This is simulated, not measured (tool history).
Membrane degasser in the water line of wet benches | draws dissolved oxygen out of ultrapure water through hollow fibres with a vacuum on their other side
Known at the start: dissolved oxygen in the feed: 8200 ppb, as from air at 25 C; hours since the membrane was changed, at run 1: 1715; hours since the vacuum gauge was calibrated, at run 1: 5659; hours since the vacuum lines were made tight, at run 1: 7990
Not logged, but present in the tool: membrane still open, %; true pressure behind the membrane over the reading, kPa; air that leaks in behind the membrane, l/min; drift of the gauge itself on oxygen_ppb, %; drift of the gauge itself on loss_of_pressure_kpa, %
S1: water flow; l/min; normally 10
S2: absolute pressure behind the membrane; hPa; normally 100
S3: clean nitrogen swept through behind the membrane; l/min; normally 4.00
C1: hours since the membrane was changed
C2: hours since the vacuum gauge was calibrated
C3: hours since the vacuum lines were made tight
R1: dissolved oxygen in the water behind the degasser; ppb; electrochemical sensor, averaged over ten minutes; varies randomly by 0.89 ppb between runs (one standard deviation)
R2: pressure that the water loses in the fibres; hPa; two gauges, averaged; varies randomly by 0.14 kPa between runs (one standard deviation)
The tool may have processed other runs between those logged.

{"run": 1, "hour": 0.0, "S1": 10, "S2": 100, "S3": 4.0, "C1": 1715, "C2": 5659, "C3": 7990, "R1": 83.3, "R2": 285.9}
{"run": 2, "hour": 46.8, "S1": 10, "S2": 100, "S3": 4.0, "C1": 1762, "C2": 5706, "C3": 8036, "R1": 82.5, "R2": 288.4}
{"run": 3, "hour": 100.2, "S1": 10, "S2": 100, "S3": 4.0, "C1": 1816, "C2": 5759, "C3": 8090, "R1": 85.7, "R2": 288.2}
{"run": 4, "hour": 155.2, "S1": 10, "S2": 224, "S3": 4.0, "C1": 1871, "C2": 5814, "C3": 8145, "R1": 158.4, "R2": 289.3}
{"run": 5, "hour": 186.0, "S1": 10, "S2": 224, "S3": 4.0, "C1": 1901, "C2": 5845, "C3": 8176, "R1": 159.1, "R2": 286.7}
{"run": 6, "hour": 223.6, "S1": 10, "S2": 224, "S3": 4.0, "C1": 1939, "C2": 5883, "C3": 8213, "R1": 157.8, "R2": 288.3}
{"run": 7, "hour": 290.2, "S1": 10, "S2": 100, "S3": 4.0, "C1": 2006, "C2": 5949, "C3": 8280, "R1": 84.1, "R2": 287.0}
{"run": 8, "hour": 341.0, "S1": 10, "S2": 100, "S3": 4.0, "C1": 2056, "C2": 6000, "C3": 8331, "R1": 84.2, "R2": 285.3}
{"run": 9, "hour": 391.5, "S1": 10, "S2": 93, "S3": 4.0, "C1": 2107, "C2": 6051, "C3": 8381, "R1": 79.8, "R2": 284.3}
{"run": 10, "hour": 438.7, "S1": 10, "S2": 93, "S3": 4.0, "C1": 2154, "C2": 6098, "C3": 8428, "R1": 78.5, "R2": 284.5}
{"run": 11, "hour": 483.0, "S1": 10, "S2": 93, "S3": 4.0, "C1": 2198, "C2": 6142, "C3": 8473, "R1": 80.3, "R2": 283.2}
{"run": 12, "hour": 545.4, "S1": 10, "S2": 93, "S3": 4.0, "C1": 2261, "C2": 6205, "C3": 8535, "R1": 79.5, "R2": 283.7}
{"run": 13, "hour": 588.4, "S1": 12, "S2": 227, "S3": 7.97, "C1": 2304, "C2": 6248, "C3": 8578, "R1": 141.7, "R2": 340.4}
{"run": 14, "hour": 638.1, "S1": 12, "S2": 227, "S3": 7.97, "C1": 2354, "C2": 6297, "C3": 8628, "R1": 139.7, "R2": 341.5}
{"run": 15, "hour": 699.9, "S1": 13, "S2": 228, "S3": 10.02, "C1": 2415, "C2": 6359, "C3": 8690, "R1": 152.5, "R2": 366.5}
{"run": 16, "hour": 749.7, "S1": 10, "S2": 100, "S3": 1.95, "C1": 2465, "C2": 6409, "C3": 8739, "R1": 126.6, "R2": 284.0}
{"run": 17, "hour": 813.9, "S1": 8, "S2": 64, "S3": 5.77, "C1": 2529, "C2": 6473, "C3": 8804, "R1": 31.3, "R2": 225.1}
{"run": 18, "hour": 843.0, "S1": 14, "S2": 100, "S3": 9.81, "C1": 2558, "C2": 6502, "C3": 8833, "R1": 131.9, "R2": 397.2}

Expected results for the next run?
{"run": 19, "hour": 877.8, "S1": 14, "S2": 100, "S3": 9.81, "C1": 2593, "C2": 6537, "C3": 8867, "R1": "?", "R2": "?"}

R1: 131.1 ppb
R2: 393.1 hPa
With no hidden state in the tool, this same run would have given R1 131.0 ppb, R2 400.7 hPa.
